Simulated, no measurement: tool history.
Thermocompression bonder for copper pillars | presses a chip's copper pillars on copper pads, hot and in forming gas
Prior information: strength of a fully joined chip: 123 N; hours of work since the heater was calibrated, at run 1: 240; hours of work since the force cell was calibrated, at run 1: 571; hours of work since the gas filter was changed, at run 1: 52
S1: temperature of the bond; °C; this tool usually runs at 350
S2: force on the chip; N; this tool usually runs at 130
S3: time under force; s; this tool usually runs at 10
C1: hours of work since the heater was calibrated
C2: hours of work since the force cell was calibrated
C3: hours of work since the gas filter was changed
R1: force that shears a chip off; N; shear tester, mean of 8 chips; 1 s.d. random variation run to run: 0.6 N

{"run": 1, "hour": 0.0, "S1": 350, "S2": 130, "S3": 10, "C1": 240, "C2": 571, "C3": 52, "R1": 52.1}
{"run": 2, "hour": 49.4, "S1": 350, "S2": 130, "S3": 10, "C1": 264, "C2": 595, "C3": 76, "R1": 51.7}
{"run": 3, "hour": 71.5, "S1": 350, "S2": 130, "S3": 10, "C1": 275, "C2": 606, "C3": 87, "R1": 52.7}
{"run": 4, "hour": 97.7, "S1": 350, "S2": 130, "S3": 10, "C1": 288, "C2": 619, "C3": 100, "R1": 51.4}
{"run": 5, "hour": 120.2, "S1": 350, "S2": 108, "S3": 10, "C1": 299, "C2": 630, "C3": 111, "R1": 44.7}
{"run": 6, "hour": 152.7, "S1": 350, "S2": 108, "S3": 10, "C1": 315, "C2": 646, "C3": 127, "R1": 46.3}
{"run": 7, "hour": 194.5, "S1": 350, "S2": 108, "S3": 10, "C1": 336, "C2": 666, "C3": 147, "R1": 45.0}
{"hour": 198.7, "done": "force cell calibrated"}
{"run": 8, "hour": 239.4, "S1": 337, "S2": 90, "S3": 11, "C1": 357, "C2": 20, "C3": 169, "R1": 37.9}
{"run": 9, "hour": 267.6, "S1": 337, "S2": 90, "S3": 11, "C1": 371, "C2": 34, "C3": 182, "R1": 36.5}
{"run": 10, "hour": 309.8, "S1": 337, "S2": 90, "S3": 11, "C1": 391, "C2": 55, "C3": 203, "R1": 37.1}
{"run": 11, "hour": 331.2, "S1": 337, "S2": 90, "S3": 11, "C1": 402, "C2": 65, "C3": 214, "R1": 37.4}
{"run": 12, "hour": 375.0, "S1": 350, "S2": 157, "S3": 10, "C1": 423, "C2": 87, "C3": 235, "R1": 57.4}

Below are 4 alternative next runs, each starting from the tool's condition after run 12. Predict each:
{"hour": 393.2, "done": "force cell calibrated, once more"}
{"run": "A", "hour": 410.9, "S1": 350, "S2": 157, "S3": 25, "C1": 440, "C2": 9, "C3": 252, "R1": "?"}
{"hour": 393.2, "done": "force cell calibrated, once more"}
{"run": "B", "hour": 410.9, "S1": 370, "S2": 157, "S3": 10, "C1": 440, "C2": 9, "C3": 252, "R1": "?"}
{"hour": 393.2, "done": "force cell calibrated, once more"}
{"run": "C", "hour": 410.9, "S1": 350, "S2": 94, "S3": 10, "C1": 440, "C2": 9, "C3": 252, "R1": "?"}
{"hour": 393.2, "done": "force cell calibrated, once more"}
{"run": "D", "hour": 410.9, "S1": 341, "S2": 157, "S3": 10, "C1": 440, "C2": 9, "C3": 252, "R1": "?"}

run=A R1=73.5
run=B R1=63.3
run=C R1=38.7
run=D R1=50.6
With no hidden state in the tool, these same runs would have given:
run=A R1=77.4
run=B R1=66.7
run=C R1=40.8
run=D R1=53.4
